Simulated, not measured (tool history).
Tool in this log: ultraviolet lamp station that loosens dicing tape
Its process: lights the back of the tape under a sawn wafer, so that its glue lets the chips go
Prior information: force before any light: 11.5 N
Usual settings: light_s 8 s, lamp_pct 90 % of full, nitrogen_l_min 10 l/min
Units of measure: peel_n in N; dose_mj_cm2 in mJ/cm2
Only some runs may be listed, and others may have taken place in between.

run,hour,light_s,lamp_pct,nitrogen_l_min,peel_n,dose_mj_cm2
1,0,8,90,10,0.45,173
2,46.6,5,90,10,1.396,106
3,88.8,8,90,10,0.53,162
4,118.7,8,90,10,0.555,160
5,171.6,8,90,10,0.585,151
# hour 230.2: window cleaned of glue's vapour
6,241.8,8,90,16,0.369,164
7,277.4,8,90,10,0.536,160
8,333.3,8,62,10,1.336,107
9,402.9,8,62,10,1.431,101
10,464.6,8,90,10,0.741,138
11,509.7,8,90,10,0.837,134
12,569,8,90,10,0.875,129
# hour 596.7: lamp changed
# hour 626.4: window cleaned of glue's vapour
13,626.4,8,90,16,0.213,248
14,691.8,8,90,19,0.229,242
15,738.6,8,90,19,0.22,233
16,787.2,8,90,10,0.272,228
17,830.3,8,90,10,0.29,220
18,869.6,8,90,3,0.81,216
19,940.2,8,90,3,0.901,205
20,977.7,8,90,3,0.928,200
# hour 1022.5: window cleaned of glue's vapour
21,1022.5,8,90,5,0.514,214
22,1075,8,90,5,0.524,214
23,1110.9,13,94,5,0.209,351
24,1172.3,6,90,10,0.629,151
25,1216.9,8,91,3,1.007,195
26,1261.8,12,100,6,0.219,319
27,1317.2,12,100,6,0.233,298
28,1360.3,6,100,6,1.027,145
29,1409.7,8,90,12,0.391,173
# hour 1415.1: window cleaned of glue's vapour
30,1459.9,14,90,8,0.186,323
31,1528.1,6,71,20,0.831,106
32,1575.6,13,85,20,0.192,268
33,1622.6,13,99,20,0.19,295
34,1686.2,15,68,4,0.541,227
35,1755.8,15,68,4,0.642,215
36,1792.7,15,81,19,0.206,249
# hour 1808.6: window cleaned of glue's vapour
37,1824.9,8,90,7,0.701,165
38,1874.5,11,90,6,0.413,221
39,1927.2,8,90,6,0.96,150
40,1989.6,11,80,5,0.819,174
41,2021.6,4,90,4,4.128,69
42,2076,4,69,6,4.769,50

A few steps of peel_n between consecutive runs. Split each: what settings, incoming material and random variation would produce without the hidden state, and what is left over for the hidden state, along with gauge scatter present in only one of the two compared results (measured, and without hidden state):
Hidden state at play: lamp's light, % of a new lamp's; light that the window lets through, % of a clean one's; drift of the gauge itself on peel_n, %; drift of the gauge itself on dose_mj_cm2, %.
Run 1 -> 2: light_s 8 -> 5. peel_n +0.946 N: hidden state +0.606, all else +0.34.
Run 2 -> 3: light_s 5 -> 8. peel_n -0.866 N: hidden state -0.529, all else -0.337.
Run 12 -> 13: nitrogen_l_min 10 -> 16, lamp changed, window cleaned of glue's vapour. peel_n -0.662 N: hidden state -0.649, all else -0.013.
Run 40 -> 41: light_s 11 -> 4, lamp_pct 80 -> 90, nitrogen_l_min 5 -> 4. peel_n +3.309 N: hidden state +1.683, all else +1.626.
